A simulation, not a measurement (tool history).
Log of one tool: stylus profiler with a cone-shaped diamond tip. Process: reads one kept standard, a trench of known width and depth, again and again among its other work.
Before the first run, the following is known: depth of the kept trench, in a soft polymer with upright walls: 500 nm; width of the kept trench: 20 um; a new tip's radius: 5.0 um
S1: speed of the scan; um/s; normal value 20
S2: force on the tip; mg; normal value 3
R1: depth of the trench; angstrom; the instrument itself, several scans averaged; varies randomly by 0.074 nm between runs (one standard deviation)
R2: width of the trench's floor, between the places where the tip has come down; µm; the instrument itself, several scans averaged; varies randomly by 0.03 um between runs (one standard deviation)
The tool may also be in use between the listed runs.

| run | hour | S1 | S2 | R1 | R2 |
|---|---|---|---|---|---|
| 1 | 0 | 20 | 3 | 5047.2 | 15.5 |
| 2 | 64.7 | 20 | 3 | 5048 | 15.5 |
| 3 | 117.8 | 20 | 3 | 5048 | 15.54 |
| 4 | 184.5 | 20 | 3 | 5047.4 | 15.54 |
| 5 | 255.7 | 20 | 1.68 | 5032.2 | 15.49 |
| 6 | 307.8 | 20 | 1.68 | 5032.8 | 15.45 |
| 7 | 363 | 20 | 4 | 5055.4 | 15.5 |
| 8 | 414.6 | 12 | 7.98 | 5089 | 15.59 |
| 9 | 458.3 | 12 | 7.98 | 5090.8 | 15.59 |
| 10 | 495.6 | 12 | 7.98 | 5089.8 | 15.58 |
| 11 | 557.4 | 12 | 7.98 | 5090.7 | 15.58 |
| 12 | 590.4 | 33 | 5.87 | 5073.5 | 15.52 |
| 13 | 623.3 | 20 | 1.07 | 5024.4 | 15.37 |
| 14 | 683.3 | 51 | 2.18 | 5037.6 | 15.3 |

4 options for the next run, each taken on its own from the tool as it stands now. Forecast them:
| A | 727 | 20 | 7.8 | ? | ? |
| B | 727 | 5 | 1.29 | ? | ? |
| C | 727 | 20 | 3 | ? | ? |
| D | 727 | 26 | 1.79 | ? | ? |

| run | R1 | R2 |
|---|---|---|
| A | 5088.7 | 15.6 |
| B | 5027.4 | 15.55 |
| C | 5047.9 | 15.56 |
| D | 5034.6 | 15.45 |
With the hidden condition removed and each run's random variation left untouched, the same runs would have given:
| run | R1 | R2 |
|---|---|---|
| A | 5088.7 | 15.61 |
| B | 5027.4 | 15.55 |
| C | 5047.9 | 15.56 |
| D | 5034.6 | 15.46 |
